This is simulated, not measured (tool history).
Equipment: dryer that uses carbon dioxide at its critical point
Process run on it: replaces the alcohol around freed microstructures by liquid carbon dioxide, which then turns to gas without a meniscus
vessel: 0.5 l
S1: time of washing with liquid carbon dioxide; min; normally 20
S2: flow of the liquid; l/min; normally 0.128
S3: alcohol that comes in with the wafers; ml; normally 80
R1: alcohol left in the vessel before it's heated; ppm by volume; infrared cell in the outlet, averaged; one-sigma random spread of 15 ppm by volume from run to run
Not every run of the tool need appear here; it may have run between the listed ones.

run	hour	S1	S2	S3	R1
1	0	20	0.128	80	1191
# hour 46: purifier's bed changed
2	63.1	20	0.128	80	1252
3	122.9	20	0.128	80	1312
4	171.8	20	0.128	30	584
5	201.1	20	0.128	30	603
6	236.1	20	0.128	30	633
# hour 259: inlet filter changed
7	269	20	0.128	30	383
8	332.2	20	0.084	30	2436
9	390.4	18	0.084	30	3517
10	439.7	14	0.104	80	10952
11	472.5	14	0.104	80	11223
12	527.6	20	0.146	36	383
# hour 577.8: inlet filter changed
13	587	20	0.146	36	262
14	626.3	20	0.086	34	2575
15	677.7	15	0.21	80	376
16	738.1	32	0.127	37	76
17	778.8	19	0.169	56	321

How would selected steps in R1 from run to run divide? Give the signed amount a tool lacking its hidden state would still show from settings, what came in and random variation, and the signed amount left for the hidden state, including any gauge scatter that is not in both of the compared results.
The hidden state here: flow that reaches the vessel past the clogged filter, %; alcohol in the recycled carbon dioxide, ppm; drift of the gauge itself on alcohol_ppm, %.
Run 11 -> 12: S1 14 -> 20, S2 0.104 -> 0.146, S3 80 -> 36. R1 -10840 ppm by volume: hidden state -2039, all else -8801.
